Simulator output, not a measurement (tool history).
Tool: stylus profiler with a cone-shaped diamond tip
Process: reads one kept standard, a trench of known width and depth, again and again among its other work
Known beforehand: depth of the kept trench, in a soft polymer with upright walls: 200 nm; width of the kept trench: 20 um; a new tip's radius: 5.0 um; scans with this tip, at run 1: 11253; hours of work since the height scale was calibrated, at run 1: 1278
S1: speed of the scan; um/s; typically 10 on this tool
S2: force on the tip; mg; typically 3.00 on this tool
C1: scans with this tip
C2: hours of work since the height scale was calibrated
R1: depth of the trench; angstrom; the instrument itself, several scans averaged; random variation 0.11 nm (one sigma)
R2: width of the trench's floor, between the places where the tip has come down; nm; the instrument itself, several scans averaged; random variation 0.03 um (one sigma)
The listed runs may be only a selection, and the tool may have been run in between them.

| run | day | S1 | S2 | C1 | C2 | R1 | R2 |
|---|---|---|---|---|---|---|---|
| 1 | 0.000 | 10 | 3.00 | 11253 | 1278 | 2014.1 | 16270 |
| 2 | 1.012 | 10 | 3.00 | 11407 | 1296 | 2012.7 | 16110 |
| 3 | 2.004 | 10 | 1.14 | 11557 | 1313 | 2001.2 | 16140 |
| 4 | 2.588 | 13 | 3.00 | 11646 | 1323 | 2014.0 | 16170 |
| 5 | 3.283 | 10 | 3.62 | 11751 | 1335 | 2016.6 | 16140 |
|  | 3.408 | new tip fitted, height scale calibrated |
| 6 | 4.000 | 10 | 3.62 | 90 | 10 | 2028.2 | 17100 |
| 7 | 5.054 | 10 | 3.62 | 250 | 28 | 2031.1 | 17090 |
| 8 | 5.712 | 10 | 3.62 | 350 | 40 | 2029.4 | 17110 |
| 9 | 6.483 | 10 | 3.62 | 467 | 53 | 2027.8 | 17040 |
| 10 | 7.017 | 10 | 3.62 | 548 | 62 | 2030.8 | 17070 |
| 11 | 7.679 | 10 | 3.62 | 648 | 74 | 2028.1 | 17050 |
| 12 | 8.238 | 10 | 3.62 | 733 | 83 | 2028.0 | 17030 |
| 13 | 8.996 | 10 | 1.03 | 849 | 96 | 2012.6 | 17030 |
| 14 | 9.792 | 10 | 3.00 | 970 | 110 | 2026.2 | 17030 |
| 15 | 10.400 | 10 | 3.00 | 1062 | 121 | 2027.2 | 16990 |
| 16 | 10.921 | 10 | 3.00 | 1141 | 130 | 2024.0 | 16980 |
|  | 11.008 | height scale calibrated on a step standard |
| 17 | 11.875 | 29 | 3.00 | 1282 | 15 | 2024.6 | 16840 |
| 18 | 12.329 | 29 | 3.00 | 1352 | 23 | 2023.3 | 16910 |
| 19 | 13.096 | 29 | 3.00 | 1468 | 36 | 2023.2 | 16910 |
|  | 13.383 | height scale calibrated on a step standard, once more |
| 20 | 13.650 | 10 | 3.00 | 1549 | 5 | 2023.8 | 16970 |
| 21 | 14.112 | 10 | 3.00 | 1619 | 13 | 2026.0 | 16950 |
| 22 | 14.562 | 10 | 3.00 | 1688 | 20 | 2023.5 | 16970 |
| 23 | 15.154 | 10 | 3.00 | 1778 | 31 | 2024.6 | 16960 |
| 24 | 15.729 | 10 | 3.00 | 1865 | 41 | 2026.9 | 16920 |
| 25 | 16.450 | 10 | 3.00 | 1974 | 53 | 2024.4 | 16920 |
| 26 | 17.246 | 34 | 3.24 | 2095 | 67 | 2023.3 | 16790 |
| 27 | 18.117 | 26 | 3.24 | 2228 | 82 | 2024.0 | 16860 |
| 28 | 18.821 | 15 | 6.67 | 2335 | 94 | 2042.2 | 16930 |
| 29 | 19.583 | 3 | 2.37 | 2450 | 107 | 2019.7 | 16890 |
| 30 | 20.008 | 7 | 3.44 | 2515 | 114 | 2026.7 | 16890 |
| 31 | 21.008 | 3 | 2.84 | 2667 | 132 | 2024.8 | 16930 |
| 32 | 21.467 | 5 | 3.39 | 2736 | 139 | 2026.4 | 16890 |
| 33 | 21.967 | 2 | 6.67 | 2812 | 148 | 2040.9 | 16910 |
| 34 | 22.592 | 4 | 2.03 | 2907 | 159 | 2016.8 | 16880 |
| 35 | 23.325 | 19 | 2.54 | 3019 | 172 | 2019.5 | 16740 |
| 36 | 23.796 | 11 | 7.09 | 3090 | 180 | 2042.0 | 16860 |
| 37 | 24.262 | 11 | 7.09 | 3161 | 188 | 2041.4 | 16830 |
| 38 | 24.946 | 32 | 3.24 | 3265 | 200 | 2024.0 | 16710 |
| 39 | 25.733 | 32 | 3.24 | 3384 | 213 | 2024.6 | 16690 |
| 40 | 26.258 | 32 | 3.24 | 3464 | 222 | 2022.1 | 16680 |
| 41 | 27.188 | 32 | 3.24 | 3605 | 238 | 2025.1 | 16680 |
| 42 | 28.017 | 3 | 6.41 | 3731 | 252 | 2039.6 | 16800 |
| 43 | 28.846 | 4 | 4.92 | 3857 | 267 | 2032.4 | 16780 |
| 44 | 29.488 | 12 | 6.13 | 3955 | 278 | 2037.0 | 16800 |
| 45 | 30.512 | 20 | 1.95 | 4111 | 296 | 2014.3 | 16650 |

3 ways to go on from here, each from the tool as it stands after run 45. What would each give?
| A | 31.383 | 8 | 4.47 | 4243 | 311 | ? | ? |
| B | 31.383 | 30 | 3.43 | 4243 | 311 | ? | ? |
| C | 31.383 | 7 | 2.87 | 4243 | 311 | ? | ? |

| run | R1 | R2 |
|---|---|---|
| A | 2029.1 | 16770 |
| B | 2025.9 | 16660 |
| C | 2021.0 | 16750 |
Had the tool no hidden state, the same runs would have come out as:
| run | R1 | R2 |
|---|---|---|
| A | 2032.2 | 17210 |
| B | 2029.0 | 17100 |
| C | 2024.1 | 17190 |

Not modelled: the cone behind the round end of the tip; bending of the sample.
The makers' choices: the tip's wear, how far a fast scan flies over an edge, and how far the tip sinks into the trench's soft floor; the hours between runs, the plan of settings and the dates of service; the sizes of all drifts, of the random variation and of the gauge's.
